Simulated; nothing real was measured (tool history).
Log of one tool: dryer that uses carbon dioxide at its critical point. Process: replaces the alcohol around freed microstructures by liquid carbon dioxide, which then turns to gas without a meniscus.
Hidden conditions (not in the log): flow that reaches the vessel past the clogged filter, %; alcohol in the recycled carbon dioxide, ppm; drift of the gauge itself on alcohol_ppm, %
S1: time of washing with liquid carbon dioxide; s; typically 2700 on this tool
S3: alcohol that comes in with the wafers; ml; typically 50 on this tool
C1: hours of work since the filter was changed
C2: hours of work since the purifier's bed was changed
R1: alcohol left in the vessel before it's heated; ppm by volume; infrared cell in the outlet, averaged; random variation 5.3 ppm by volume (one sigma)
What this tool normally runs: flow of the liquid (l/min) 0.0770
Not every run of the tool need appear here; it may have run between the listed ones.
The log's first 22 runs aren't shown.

-- hour=481.9 inlet filter changed
run 23 hour=484.5 | S1=2100 flow_of_the_liquid_(l/min)=0.1079 S3=23 | C1=2 C2=463 | R1=108
run 24 hour=505.2 | S1=2100 flow_of_the_liquid_(l/min)=0.1079 S3=23 | C1=15 C2=476 | R1=112
run 25 hour=528.8 | S1=2100 flow_of_the_liquid_(l/min)=0.1079 S3=47 | C1=29 C2=490 | R1=130
run 26 hour=557.4 | S1=2220 flow_of_the_liquid_(l/min)=0.1030 S3=67 | C1=47 C2=508 | R1=166
run 27 hour=574.2 | S1=2220 flow_of_the_liquid_(l/min)=0.1030 S3=67 | C1=57 C2=518 | R1=170
run 28 hour=598.4 | S1=4080 flow_of_the_liquid_(l/min)=0.1154 S3=67 | C1=72 C2=534 | R1=88
run 29 hour=616.5 | S1=2280 flow_of_the_liquid_(l/min)=0.0770 S3=66 | C1=84 C2=545 | R1=553
run 30 hour=643.2 | S1=3360 flow_of_the_liquid_(l/min)=0.1075 S3=50 | C1=100 C2=561 | R1=100
run 31 hour=661.7 | S1=2700 flow_of_the_liquid_(l/min)=0.1194 S3=101 | C1=112 C2=573 | R1=107
run 32 hour=687.3 | S1=2700 flow_of_the_liquid_(l/min)=0.1194 S3=101 | C1=128 C2=589 | R1=109
run 33 hour=712.1 | S1=2700 flow_of_the_liquid_(l/min)=0.1194 S3=101 | C1=143 C2=604 | R1=104
run 34 hour=730.3 | S1=2700 flow_of_the_liquid_(l/min)=0.0770 S3=95 | C1=155 C2=616 | R1=369

Alternative continuations, all from the tool just after run 34; predict every row:
run A hour=744.0 | S1=4020 flow_of_the_liquid_(l/min)=0.0510 S3=104 | C1=163 C2=624 | R1=?
run B hour=744.0 | S1=2340 flow_of_the_liquid_(l/min)=0.0783 S3=115 | C1=163 C2=624 | R1=?
run C hour=744.0 | S1=2700 flow_of_the_liquid_(l/min)=0.0625 S3=41 | C1=163 C2=624 | R1=?
run D hour=744.0 | S1=2700 flow_of_the_liquid_(l/min)=0.0525 S3=22 | C1=163 C2=624 | R1=?

run=A R1=435
run=B R1=843
run=C R1=495
run=D R1=617
Take away the tool's hidden state, keep each run's random variation, and the runs would have read:
run=A R1=266
run=B R1=597
run=C R1=324
run=D R1=440

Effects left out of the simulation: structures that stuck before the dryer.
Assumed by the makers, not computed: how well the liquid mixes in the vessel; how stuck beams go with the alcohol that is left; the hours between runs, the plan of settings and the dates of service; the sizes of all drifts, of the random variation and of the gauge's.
